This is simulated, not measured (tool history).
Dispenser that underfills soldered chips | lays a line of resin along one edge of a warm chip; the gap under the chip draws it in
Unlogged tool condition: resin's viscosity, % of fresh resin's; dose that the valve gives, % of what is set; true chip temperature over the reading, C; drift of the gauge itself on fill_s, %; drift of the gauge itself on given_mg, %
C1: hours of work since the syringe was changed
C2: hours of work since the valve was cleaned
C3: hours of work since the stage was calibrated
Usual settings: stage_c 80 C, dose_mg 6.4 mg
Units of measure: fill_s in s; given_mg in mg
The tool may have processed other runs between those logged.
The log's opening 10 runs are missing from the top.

{"hour": 53.5, "done": "new syringe of resin"}
{"run": 11, "hour": 56.8, "stage_c": 80, "dose_mg": 6.2, "C1": 2, "C2": 72, "C3": 119, "fill_s": 62.1, "given_mg": 5.89}
{"run": 12, "hour": 64.0, "stage_c": 80, "dose_mg": 6.2, "C1": 7, "C2": 77, "C3": 124, "fill_s": 85.7, "given_mg": 5.96}
{"run": 13, "hour": 68.8, "stage_c": 80, "dose_mg": 6.4, "C1": 10, "C2": 81, "C3": 127, "fill_s": 103, "given_mg": 6.06}
{"hour": 70.4, "done": "new syringe of resin"}
{"run": 14, "hour": 75.2, "stage_c": 80, "dose_mg": 6.4, "C1": 3, "C2": 85, "C3": 131, "fill_s": 67.2, "given_mg": 6.1}
{"run": 15, "hour": 81.6, "stage_c": 79, "dose_mg": 6.4, "C1": 8, "C2": 89, "C3": 136, "fill_s": 92.7, "given_mg": 6.17}
{"hour": 87.1, "done": "new syringe of resin"}
{"run": 16, "hour": 87.6, "stage_c": 80, "dose_mg": 6.4, "C1": 0, "C2": 93, "C3": 139, "fill_s": 56.4, "given_mg": 6.09}
{"run": 17, "hour": 93.9, "stage_c": 80, "dose_mg": 6.4, "C1": 5, "C2": 97, "C3": 144, "fill_s": 74.1, "given_mg": 6.07}
{"run": 18, "hour": 98.5, "stage_c": 69, "dose_mg": 6.4, "C1": 8, "C2": 100, "C3": 147, "fill_s": 140.4, "given_mg": 6.05}
{"hour": 104.0, "done": "new syringe of resin"}
{"run": 19, "hour": 105.4, "stage_c": 79, "dose_mg": 6.04, "C1": 1, "C2": 105, "C3": 151, "fill_s": 60.4, "given_mg": 5.67}
{"run": 20, "hour": 112.0, "stage_c": 79, "dose_mg": 6.04, "C1": 5, "C2": 109, "C3": 156, "fill_s": 80.2, "given_mg": 5.72}
{"run": 21, "hour": 117.0, "stage_c": 83, "dose_mg": 5.53, "C1": 9, "C2": 113, "C3": 159, "fill_s": 87.8, "given_mg": 5.22}
{"hour": 120.8, "done": "new syringe of resin"}
{"hour": 122.7, "done": "dispensing valve cleaned and set on the balance"}
{"run": 22, "hour": 124.5, "stage_c": 88, "dose_mg": 6.4, "C1": 2, "C2": 1, "C3": 163, "fill_s": 44.6, "given_mg": 6.42}
{"run": 23, "hour": 132.3, "stage_c": 88, "dose_mg": 6.4, "C1": 7, "C2": 7, "C3": 169, "fill_s": 61.8, "given_mg": 6.46}
{"run": 24, "hour": 137.7, "stage_c": 88, "dose_mg": 6.4, "C1": 11, "C2": 10, "C3": 172, "fill_s": 76.9, "given_mg": 6.38}
{"hour": 138.8, "done": "new syringe of resin"}
{"run": 25, "hour": 146.4, "stage_c": 88, "dose_mg": 6.4, "C1": 5, "C2": 16, "C3": 178, "fill_s": 54.6, "given_mg": 6.36}
{"run": 26, "hour": 152.5, "stage_c": 88, "dose_mg": 6.4, "C1": 9, "C2": 20, "C3": 182, "fill_s": 69.9, "given_mg": 6.39}
{"hour": 155.9, "done": "new syringe of resin"}
{"run": 27, "hour": 157.9, "stage_c": 79, "dose_mg": 6.4, "C1": 1, "C2": 23, "C3": 186, "fill_s": 60.9, "given_mg": 6.3}
{"run": 28, "hour": 164.2, "stage_c": 95, "dose_mg": 7.13, "C1": 6, "C2": 28, "C3": 190, "fill_s": 41.9, "given_mg": 6.98}
{"run": 29, "hour": 171.0, "stage_c": 65, "dose_mg": 7.1, "C1": 10, "C2": 32, "C3": 194, "fill_s": 193.1, "given_mg": 7.01}
{"hour": 172.8, "done": "new syringe of resin"}
{"run": 30, "hour": 177.5, "stage_c": 75, "dose_mg": 7.42, "C1": 3, "C2": 37, "C3": 199, "fill_s": 77.8, "given_mg": 7.24}
{"run": 31, "hour": 182.0, "stage_c": 75, "dose_mg": 7.42, "C1": 6, "C2": 40, "C3": 202, "fill_s": 95.9, "given_mg": 7.28}
{"run": 32, "hour": 187.5, "stage_c": 92, "dose_mg": 6.36, "C1": 10, "C2": 43, "C3": 205, "fill_s": 61.7, "given_mg": 6.25}
{"hour": 189.8, "done": "new syringe of resin"}
{"run": 33, "hour": 195.7, "stage_c": 92, "dose_mg": 6.36, "C1": 4, "C2": 49, "C3": 211, "fill_s": 42.7, "given_mg": 6.22}
{"run": 34, "hour": 203.8, "stage_c": 92, "dose_mg": 6.36, "C1": 10, "C2": 54, "C3": 216, "fill_s": 60.8, "given_mg": 6.22}
{"hour": 206.5, "done": "new syringe of resin"}
{"run": 35, "hour": 211.8, "stage_c": 85, "dose_mg": 6.39, "C1": 4, "C2": 59, "C3": 221, "fill_s": 54.5, "given_mg": 6.24}

Here are 5 independent what-if runs from the current tool condition. What would each one return?
{"run": "A", "hour": 220.1, "stage_c": 80, "dose_mg": 6.25, "C1": 9, "C2": 65, "C3": 227, "fill_s": "?", "given_mg": "?"}
{"run": "B", "hour": 220.1, "stage_c": 75, "dose_mg": 7.4, "C1": 9, "C2": 65, "C3": 227, "fill_s": "?", "given_mg": "?"}
{"run": "C", "hour": 220.1, "stage_c": 69, "dose_mg": 6.39, "C1": 9, "C2": 65, "C3": 227, "fill_s": "?", "given_mg": "?"}
{"run": "D", "hour": 220.1, "stage_c": 80, "dose_mg": 7.97, "C1": 9, "C2": 65, "C3": 227, "fill_s": "?", "given_mg": "?"}
{"run": "E", "hour": 220.1, "stage_c": 68, "dose_mg": 6.4, "C1": 9, "C2": 65, "C3": 227, "fill_s": "?", "given_mg": "?"}

run=A fill_s=97.4 given_mg=6.1
run=B fill_s=116.3 given_mg=7.15
run=C fill_s=152.5 given_mg=6.21
run=D fill_s=93.3 given_mg=7.78
run=E fill_s=158.5 given_mg=6.17
Without the tool's hidden state the same runs would have given:
run=A fill_s=57.1 given_mg=6.29
run=B fill_s=68.4 given_mg=7.38
run=C fill_s=89.7 given_mg=6.4
run=D fill_s=54.9 given_mg=8.03
run=E fill_s=93.3 given_mg=6.36
